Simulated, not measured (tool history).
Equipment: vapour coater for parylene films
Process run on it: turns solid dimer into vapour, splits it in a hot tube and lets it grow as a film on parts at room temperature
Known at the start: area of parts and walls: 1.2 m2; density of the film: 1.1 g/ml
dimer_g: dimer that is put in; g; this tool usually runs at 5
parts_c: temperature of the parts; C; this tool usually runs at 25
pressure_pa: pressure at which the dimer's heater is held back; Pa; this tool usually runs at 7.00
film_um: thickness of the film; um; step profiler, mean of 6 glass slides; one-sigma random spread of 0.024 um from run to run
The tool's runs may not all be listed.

run 1 hour=0.0 | dimer_g=5 parts_c=25 pressure_pa=7.00 | film_um=2.73
run 2 hour=8.5 | dimer_g=5 parts_c=29 pressure_pa=7.00 | film_um=2.55
run 3 hour=27.4 | dimer_g=5 parts_c=25 pressure_pa=7.00 | film_um=2.79
run 4 hour=38.4 | dimer_g=5 parts_c=25 pressure_pa=7.00 | film_um=2.77
run 5 hour=50.7 | dimer_g=5 parts_c=25 pressure_pa=7.00 | film_um=2.75
run 6 hour=68.2 | dimer_g=5 parts_c=25 pressure_pa=7.00 | film_um=2.72
run 7 hour=76.9 | dimer_g=5 parts_c=25 pressure_pa=2.73 | film_um=3.35
run 8 hour=88.5 | dimer_g=5 parts_c=25 pressure_pa=2.73 | film_um=3.30
run 9 hour=104.7 | dimer_g=5 parts_c=25 pressure_pa=7.18 | film_um=2.65
run 10 hour=123.3 | dimer_g=5 parts_c=25 pressure_pa=7.18 | film_um=2.66
run 11 hour=138.6 | dimer_g=5 parts_c=25 pressure_pa=7.18 | film_um=2.61
run 12 hour=154.9 | dimer_g=5 parts_c=25 pressure_pa=7.18 | film_um=2.66
run 13 hour=164.9 | dimer_g=4 parts_c=25 pressure_pa=7.18 | film_um=2.13
-- hour=169.8 trap's valve overhauled
run 14 hour=182.7 | dimer_g=4 parts_c=25 pressure_pa=7.18 | film_um=1.98
run 15 hour=195.1 | dimer_g=4 parts_c=25 pressure_pa=7.18 | film_um=1.96
-- hour=204.7 trap's valve overhauled, once more
run 16 hour=217.9 | dimer_g=5 parts_c=25 pressure_pa=7.00 | film_um=2.82
run 17 hour=229.2 | dimer_g=5 parts_c=25 pressure_pa=7.00 | film_um=2.80
run 18 hour=247.9 | dimer_g=5 parts_c=25 pressure_pa=7.00 | film_um=2.78
run 19 hour=257.7 | dimer_g=5 parts_c=25 pressure_pa=7.00 | film_um=2.78
run 20 hour=269.0 | dimer_g=9 parts_c=26 pressure_pa=8.31 | film_um=4.71
run 21 hour=288.2 | dimer_g=7 parts_c=22 pressure_pa=7.00 | film_um=4.08
run 22 hour=305.7 | dimer_g=7 parts_c=22 pressure_pa=7.00 | film_um=3.99
run 23 hour=321.7 | dimer_g=7 parts_c=28 pressure_pa=7.00 | film_um=3.59
run 24 hour=333.1 | dimer_g=8 parts_c=28 pressure_pa=5.12 | film_um=4.35
run 25 hour=343.7 | dimer_g=8 parts_c=28 pressure_pa=5.12 | film_um=4.43
run 26 hour=355.0 | dimer_g=2 parts_c=22 pressure_pa=5.12 | film_um=1.23
run 27 hour=371.0 | dimer_g=2 parts_c=22 pressure_pa=5.12 | film_um=1.20
run 28 hour=382.5 | dimer_g=2 parts_c=22 pressure_pa=5.12 | film_um=1.24
run 29 hour=394.4 | dimer_g=5 parts_c=31 pressure_pa=7.00 | film_um=2.39
run 30 hour=403.7 | dimer_g=5 parts_c=32 pressure_pa=5.72 | film_um=2.48
run 31 hour=417.2 | dimer_g=5 parts_c=32 pressure_pa=5.72 | film_um=2.45
run 32 hour=427.5 | dimer_g=2 parts_c=36 pressure_pa=3.88 | film_um=1.01
run 33 hour=442.0 | dimer_g=2 parts_c=36 pressure_pa=3.88 | film_um=0.96

4 ways to go on from here, each from the tool as it stands after run 33. What would each give?
run A hour=452.4 | dimer_g=9 parts_c=32 pressure_pa=6.37 | film_um=?
run B hour=452.4 | dimer_g=6 parts_c=34 pressure_pa=7.94 | film_um=?
run C hour=452.4 | dimer_g=6 parts_c=25 pressure_pa=7.00 | film_um=?
run D hour=452.4 | dimer_g=5 parts_c=32 pressure_pa=3.88 | film_um=?

run=A film_um=4.26
run=B film_um=2.61
run=C film_um=3.15
run=D film_um=2.58
With the hidden condition removed and each run's random variation left untouched, the same runs would have given:
run=A film_um=4.60
run=B film_um=2.82
run=C film_um=3.40
run=D film_um=2.79
